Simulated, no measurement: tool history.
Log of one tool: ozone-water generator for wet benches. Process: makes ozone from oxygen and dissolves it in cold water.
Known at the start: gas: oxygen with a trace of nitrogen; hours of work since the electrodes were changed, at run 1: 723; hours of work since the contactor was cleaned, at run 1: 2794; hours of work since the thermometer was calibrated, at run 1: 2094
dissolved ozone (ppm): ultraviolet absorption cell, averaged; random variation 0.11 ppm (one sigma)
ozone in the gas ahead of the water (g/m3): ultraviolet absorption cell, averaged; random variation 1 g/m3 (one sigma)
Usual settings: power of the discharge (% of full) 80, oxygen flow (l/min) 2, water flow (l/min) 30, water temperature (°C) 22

| run | hour | power of the discharge (% of full) | oxygen flow (l/min) | water flow (l/min) | water temperature (°C) | hours of work since the electrodes were changed | hours of work since the contactor was cleaned | hours of work since the thermometer was calibrated | dissolved ozone (ppm) | ozone in the gas ahead of the water (g/m3) |
|---|---|---|---|---|---|---|---|---|---|---|
| 1 | 0 | 80 | 2 | 30 | 22 | 723 | 2794 | 2094 | 7.3 | 185.3 |
| 2 | 79.7 | 80 | 1.75 | 30 | 22 | 802 | 2874 | 2173 | 6.7 | 193 |
| 3 | 170.4 | 80 | 1.75 | 30 | 22 | 893 | 2964 | 2264 | 6.9 | 193.1 |
| 4 | 254 | 80 | 1.75 | 30 | 22 | 976 | 3048 | 2347 | 6.7 | 193.4 |
| 5 | 355.2 | 80 | 2 | 30 | 22 | 1077 | 3149 | 2448 | 7.2 | 182.2 |
| 6 | 450.6 | 80 | 2 | 30 | 22 | 1173 | 3244 | 2544 | 7.1 | 183.1 |
| 7 | 524.2 | 80 | 2 | 30 | 27 | 1246 | 3317 | 2617 | 7 | 182.4 |
| 8 | 627.9 | 80 | 2 | 30 | 22 | 1350 | 3421 | 2721 | 7.1 | 182.4 |
| 9 | 694.4 | 80 | 2 | 30 | 25 | 1416 | 3487 | 2787 | 7 | 182.6 |
| 10 | 745.7 | 61 | 2 | 30 | 25 | 1467 | 3539 | 2838 | 5.9 | 152.2 |
| 11 | 846.8 | 61 | 2 | 30 | 25 | 1568 | 3640 | 2939 | 5.8 | 152.6 |
| 12 | 910.7 | 61 | 2 | 30 | 25 | 1632 | 3703 | 3003 | 5.9 | 151.3 |
| 13 | 954.7 | 61 | 2 | 30 | 25 | 1676 | 3747 | 3047 | 5.8 | 151.5 |
| 14 | 1046 | 61 | 2 | 30 | 25 | 1767 | 3838 | 3138 | 5.8 | 151.3 |
| 15 | 1096.6 | 61 | 2 | 30 | 25 | 1818 | 3889 | 3189 | 5.9 | 150.5 |
| 16 | 1152.5 | 80 | 2 | 30 | 22 | 1873 | 3945 | 3244 | 7.1 | 181.8 |
| 17 | 1204.7 | 80 | 1.48 | 30 | 22 | 1926 | 3997 | 3297 | 6.3 | 204.1 |
| 18 | 1250.1 | 80 | 1.48 | 30 | 22 | 1971 | 4042 | 3342 | 6.3 | 205.1 |
| 19 | 1302.4 | 44 | 3.49 | 35 | 27 | 2023 | 4094 | 3394 | 4.9 | 97.4 |
| 20 | 1387.6 | 44 | 3.49 | 35 | 27 | 2108 | 4180 | 3479 | 4.6 | 98.3 |
| 21 | 1472.2 | 60 | 2 | 39 | 27 | 2193 | 4264 | 3564 | 4.4 | 149.4 |
| 22 | 1527.2 | 79 | 2.32 | 30 | 21 | 2247 | 4319 | 3619 | 7.8 | 168.5 |
| 23 | 1599.4 | 79 | 2.32 | 26 | 16 | 2320 | 4391 | 3691 | 9.4 | 167.9 |
|  | 1679.1 | contactor cleaned |
| 24 | 1700.3 | 79 | 2.32 | 26 | 16 | 2416 | 21 | 3787 | 9.2 | 168 |
| 25 | 1777.1 | 78 | 2.06 | 32 | 16 | 2493 | 98 | 3864 | 6.8 | 175.8 |
| 26 | 1839.4 | 74 | 3.05 | 29 | 18 | 2555 | 160 | 3926 | 8.7 | 146.9 |
| 27 | 1931.6 | 80 | 1.31 | 30 | 22 | 2647 | 252 | 4018 | 6 | 212.6 |
| 28 | 2019.6 | 80 | 1.03 | 30 | 27 | 2735 | 340 | 4106 | 5.1 | 230.5 |
| 29 | 2065.6 | 96 | 1.8 | 48 | 18 | 2781 | 386 | 4152 | 4.6 | 211.4 |
| 30 | 2124 | 80 | 2 | 20 | 22 | 2839 | 444 | 4211 | 11 | 180.7 |
| 31 | 2171.7 | 80 | 2 | 20 | 22 | 2887 | 492 | 4258 | 11 | 178.5 |
| 32 | 2262.4 | 80 | 2.57 | 29 | 27 | 2978 | 582 | 4349 | 7.9 | 161.9 |

Some steps in ozone in the gas ahead of the water (g/m3) between neighbouring runs. How much of each would the tool show without its hidden state too (settings, what came in, random variation), and how much is left for the hidden state, with any gauge scatter that isn't in both results?
The hidden state here: yield of the discharge, % of new electrodes'; contactor's efficiency, % of a clean one's; true water temperature over the reading, C; drift of the gauge itself on ozone_ppm, %; drift of the gauge itself on gas_g_m3, %.
Run 18 -> 19: power of the discharge (% of full) 80 -> 44, oxygen flow (l/min) 1.48 -> 3.49, water flow (l/min) 30 -> 35, water temperature (°C) 22 -> 27. ozone in the gas ahead of the water (g/m3) -107.7: hidden state +1.7, all else -109.4.
Run 20 -> 21: power of the discharge (% of full) 44 -> 60, oxygen flow (l/min) 3.49 -> 2, water flow (l/min) 35 -> 39. ozone in the gas ahead of the water (g/m3) +51.1: hidden state -0.9, all else +52.
Run 26 -> 27: power of the discharge (% of full) 74 -> 80, oxygen flow (l/min) 3.05 -> 1.31, water flow (l/min) 29 -> 30, water temperature (°C) 18 -> 22. ozone in the gas ahead of the water (g/m3) +65.7: hidden state -1.8, all else +67.5.
